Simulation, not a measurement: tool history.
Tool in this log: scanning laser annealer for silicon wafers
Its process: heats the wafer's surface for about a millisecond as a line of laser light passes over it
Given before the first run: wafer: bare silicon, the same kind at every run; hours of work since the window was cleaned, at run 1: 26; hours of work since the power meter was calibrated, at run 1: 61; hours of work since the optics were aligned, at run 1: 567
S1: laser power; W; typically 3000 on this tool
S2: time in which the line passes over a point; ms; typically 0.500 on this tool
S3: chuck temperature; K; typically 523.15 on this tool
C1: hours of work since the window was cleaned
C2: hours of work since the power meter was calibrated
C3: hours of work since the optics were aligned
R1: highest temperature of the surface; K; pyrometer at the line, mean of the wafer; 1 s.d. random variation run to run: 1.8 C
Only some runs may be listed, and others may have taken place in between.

run,hour,S1,S2,S3,C1,C2,C3,R1
1,0.0,3000,0.500,523.15,26,61,567,1260.15
2,14.4,3000,0.500,523.15,37,72,578,1260.15
3,33.6,3000,0.500,523.15,52,87,592,1259.15
4,53.8,3000,0.500,523.15,67,102,608,1259.15
5,62.9,3000,0.500,523.15,74,110,615,1258.15
6,72.9,3000,0.500,523.15,82,117,623,1259.15
7,93.0,3000,0.456,523.15,97,133,638,1221.15
8,111.6,3000,0.456,556.15,112,147,652,1250.15
9,129.1,3000,0.500,523.15,125,160,666,1255.15
10,149.5,3000,0.500,523.15,141,176,681,1256.15
11,158.2,3000,0.456,523.15,147,183,688,1214.15
12,176.3,3000,0.456,523.15,161,196,702,1216.15
13,186.0,3000,0.493,523.15,169,204,709,1244.15
14,199.5,2689,0.493,523.15,179,214,720,1160.15
15,209.1,3000,0.594,508.15,186,222,727,1317.15
16,220.2,3131,0.471,544.15,195,230,736,1283.15
17,239.6,2687,0.448,532.15,210,245,750,1131.15
18,252.9,2687,0.516,549.15,220,255,761,1195.15
19,266.3,3073,0.434,546.15,230,265,771,1233.15
20,284.9,3000,0.500,549.15,244,280,785,1279.15
21,293.2,2689,0.500,561.15,251,286,792,1196.15
22,303.5,2689,0.378,561.15,259,294,799,1100.15
23,323.7,2969,0.400,507.15,274,309,815,1133.15
24,340.9,2969,0.604,507.15,287,323,828,1305.15

Predict the results of run 25:
25,356.6,2969,0.604,490.15,299,335,840,?

{"run 25": {"R1": 1289.15}}
With the hidden condition absent and the run-to-run variation left alone, this run would have shown R1 1315.15 K.

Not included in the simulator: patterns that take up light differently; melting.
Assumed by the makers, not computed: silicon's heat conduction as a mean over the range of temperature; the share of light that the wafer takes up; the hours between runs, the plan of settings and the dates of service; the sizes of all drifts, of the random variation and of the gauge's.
